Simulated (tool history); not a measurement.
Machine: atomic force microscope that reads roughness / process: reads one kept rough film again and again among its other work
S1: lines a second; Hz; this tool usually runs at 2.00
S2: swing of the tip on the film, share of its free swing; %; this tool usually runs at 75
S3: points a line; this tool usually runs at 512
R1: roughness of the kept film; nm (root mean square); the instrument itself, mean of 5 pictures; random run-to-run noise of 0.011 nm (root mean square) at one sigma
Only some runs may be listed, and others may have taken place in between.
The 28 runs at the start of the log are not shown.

{"run": 29, "day": 54.967, "S1": 2.96, "S2": 74, "S3": 302, "R1": 2.205}
{"run": 30, "day": 56.412, "S1": 2.0, "S2": 86, "S3": 512, "R1": 2.064}
{"run": 31, "day": 58.246, "S1": 2.0, "S2": 86, "S3": 512, "R1": 1.988}
{"day": 58.638, "done": "new tip fitted"}
{"run": 32, "day": 59.517, "S1": 2.0, "S2": 86, "S3": 512, "R1": 2.265}
{"run": 33, "day": 60.767, "S1": 2.36, "S2": 72, "S3": 802, "R1": 2.349}
{"run": 34, "day": 62.325, "S1": 2.36, "S2": 72, "S3": 802, "R1": 2.284}
{"run": 35, "day": 63.692, "S1": 2.36, "S2": 72, "S3": 802, "R1": 2.194}
{"day": 64.633, "done": "new tip fitted"}
{"run": 36, "day": 66.104, "S1": 2.36, "S2": 72, "S3": 1007, "R1": 2.383}
{"run": 37, "day": 68.538, "S1": 1.7, "S2": 65, "S3": 808, "R1": 2.37}
{"day": 70.8, "done": "new tip fitted"}
{"run": 38, "day": 70.962, "S1": 1.7, "S2": 65, "S3": 507, "R1": 2.603}

Each row is a separate what-if for the run after 38, all from the same tool condition, not one after another. Results?
{"run": "A", "day": 73.588, "S1": 1.7, "S2": 77, "S3": 938, "R1": "?"}
{"run": "B", "day": 73.588, "S1": 2.88, "S2": 80, "S3": 434, "R1": "?"}
{"run": "C", "day": 73.588, "S1": 2.72, "S2": 58, "S3": 1013, "R1": "?"}
{"run": "D", "day": 73.588, "S1": 1.7, "S2": 65, "S3": 943, "R1": "?"}

run=A R1=2.350
run=B R1=2.122
run=C R1=2.470
run=D R1=2.474
Stripped of hidden state, with their random variation kept, the same runs would have yielded:
run=A R1=2.545
run=B R1=2.298
run=C R1=2.676
run=D R1=2.680

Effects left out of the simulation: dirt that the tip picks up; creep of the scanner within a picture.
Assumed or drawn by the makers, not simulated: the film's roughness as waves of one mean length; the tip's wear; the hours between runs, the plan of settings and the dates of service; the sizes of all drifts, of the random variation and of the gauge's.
